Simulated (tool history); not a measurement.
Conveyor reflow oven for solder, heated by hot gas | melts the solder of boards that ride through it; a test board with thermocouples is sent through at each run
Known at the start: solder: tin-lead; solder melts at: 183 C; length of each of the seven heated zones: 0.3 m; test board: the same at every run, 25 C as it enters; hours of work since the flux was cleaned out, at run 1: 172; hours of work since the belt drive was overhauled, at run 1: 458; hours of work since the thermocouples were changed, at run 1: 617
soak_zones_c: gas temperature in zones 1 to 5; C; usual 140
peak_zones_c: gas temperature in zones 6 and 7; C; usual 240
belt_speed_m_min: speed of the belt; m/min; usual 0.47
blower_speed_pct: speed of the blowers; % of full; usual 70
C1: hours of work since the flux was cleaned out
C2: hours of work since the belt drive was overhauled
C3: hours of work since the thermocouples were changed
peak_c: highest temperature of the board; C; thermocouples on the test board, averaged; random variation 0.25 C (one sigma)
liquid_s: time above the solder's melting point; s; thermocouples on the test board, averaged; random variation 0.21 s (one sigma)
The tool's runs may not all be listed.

Run 1, day 0: usual settings; C1 172; C2 458; C3 617. Result: peak_c 216.7 C, liquid_s 57.2 s.
Run 2, day 1.642: usual settings; C1 199; C2 486; C3 645. Result: peak_c 216 C, liquid_s 56.9 s.
Run 3, day 3.229: usual settings but blower_speed_pct 71 % of full; C1 226; C2 513; C3 672. Result: peak_c 216.4 C, liquid_s 56.6 s.
Run 4, day 4.512: usual settings but blower_speed_pct 71 % of full; C1 248; C2 535; C3 694. Result: peak_c 216.1 C, liquid_s 56.7 s.
Run 5, day 5.271: usual settings but soak_zones_c 136 C; C1 261; C2 547; C3 706. Result: peak_c 215.2 C, liquid_s 54.1 s.
Run 6, day 6.233: usual settings but soak_zones_c 142 C; C1 277; C2 564; C3 723. Result: peak_c 216.7 C, liquid_s 56.8 s.
Run 7, day 7.712: usual settings but soak_zones_c 142 C; C1 302; C2 589; C3 748. Result: peak_c 216.4 C, liquid_s 57.1 s.
Run 8, day 8.642: usual settings but peak_zones_c 252 C; C1 318; C2 605; C3 763. Result: peak_c 225.9 C, liquid_s 63.3 s.
Run 9, day 9.333: usual settings but blower_speed_pct 69 % of full; C1 330; C2 616; C3 775. Result: peak_c 215.5 C, liquid_s 55.4 s.
Run 10, day 10.05: usual settings but blower_speed_pct 69 % of full; C1 342; C2 628; C3 787. Result: peak_c 215.5 C, liquid_s 55.8 s.
At day 10.35: flux residue cleaned out of gas plates and filters.
Run 11, day 11.35: usual settings but blower_speed_pct 58 % of full; C1 17; C2 647; C3 806. Result: peak_c 214.2 C, liquid_s 55 s.
Run 12, day 12.229: usual settings but belt_speed_m_min 0.429 m/min, blower_speed_pct 58 % of full; C1 32; C2 662; C3 821. Result: peak_c 218.1 C, liquid_s 63.9 s.
Run 13, day 13.167: usual settings but belt_speed_m_min 0.429 m/min, blower_speed_pct 58 % of full; C1 48; C2 678; C3 836. Result: peak_c 217.4 C, liquid_s 63.8 s.
Run 14, day 14.371: usual settings but belt_speed_m_min 0.429 m/min, blower_speed_pct 58 % of full; C1 68; C2 698; C3 857. Result: peak_c 216.8 C, liquid_s 63.4 s.
At day 15.588: belt drive overhauled, speed set with a stopwatch.
Run 15, day 15.833: usual settings but soak_zones_c 138 C; C1 90; C2 4; C3 879. Result: peak_c 216 C, liquid_s 55.3 s.
Run 16, day 16.762: usual settings but soak_zones_c 138 C; C1 106; C2 20; C3 895. Result: peak_c 216.1 C, liquid_s 55.1 s.
Run 17, day 18.321: usual settings but soak_zones_c 138 C; C1 132; C2 46; C3 921. Result: peak_c 215.9 C, liquid_s 55.1 s.
Run 18, day 19.312: usual settings but soak_zones_c 138 C, blower_speed_pct 82 % of full; C1 149; C2 63; C3 938. Result: peak_c 217.8 C, liquid_s 57 s.
Run 19, day 20.238: usual settings but soak_zones_c 138 C, blower_speed_pct 82 % of full; C1 165; C2 79; C3 953. Result: peak_c 217.2 C, liquid_s 57.3 s.
Run 20, day 21.875: usual settings but soak_zones_c 149 C, blower_speed_pct 65 % of full; C1 192; C2 106; C3 981. Result: peak_c 216.5 C, liquid_s 60.3 s.
Run 21, day 22.588: usual settings but soak_zones_c 133 C, peak_zones_c 236 C, belt_speed_m_min 0.419 m/min, blower_speed_pct 54 % of full; C1 204; C2 119; C3 993. Result: peak_c 211.8 C, liquid_s 56.2 s.
Run 22, day 24.125: usual settings but peak_zones_c 234 C, belt_speed_m_min 0.393 m/min, blower_speed_pct 51 % of full; C1 230; C2 145; C3 1019. Result: peak_c 212.6 C, liquid_s 64.3 s.
Run 23, day 25.346: usual settings but peak_zones_c 234 C, belt_speed_m_min 0.393 m/min, blower_speed_pct 51 % of full; C1 251; C2 165; C3 1040. Result: peak_c 212.2 C, liquid_s 64.4 s.
Run 24, day 26.458: usual settings but peak_zones_c 234 C, belt_speed_m_min 0.393 m/min, blower_speed_pct 51 % of full; C1 270; C2 184; C3 1059. Result: peak_c 212.4 C, liquid_s 64.5 s.
Run 25, day 27.3: usual settings but peak_zones_c 234 C, belt_speed_m_min 0.393 m/min, blower_speed_pct 51 % of full; C1 284; C2 198; C3 1073. Result: peak_c 212.4 C, liquid_s 63.9 s.
Run 26, day 28.658: usual settings but blower_speed_pct 54 % of full; C1 307; C2 221; C3 1096. Result: peak_c 211.3 C, liquid_s 51.2 s.

Run 27 comes next. What will it give?
Run 27, day 29.646: usual settings but soak_zones_c 143 C, belt_speed_m_min 0.518 m/min; C1 324; C2 238; C3 1113. Result: peak_c ?, liquid_s ?.

Run 27 gave peak_c 211.8 C, liquid_s 47.7 s.
Without the tool's hidden state the same run would have given peak_c 216.1 C, liquid_s 51.4 s.
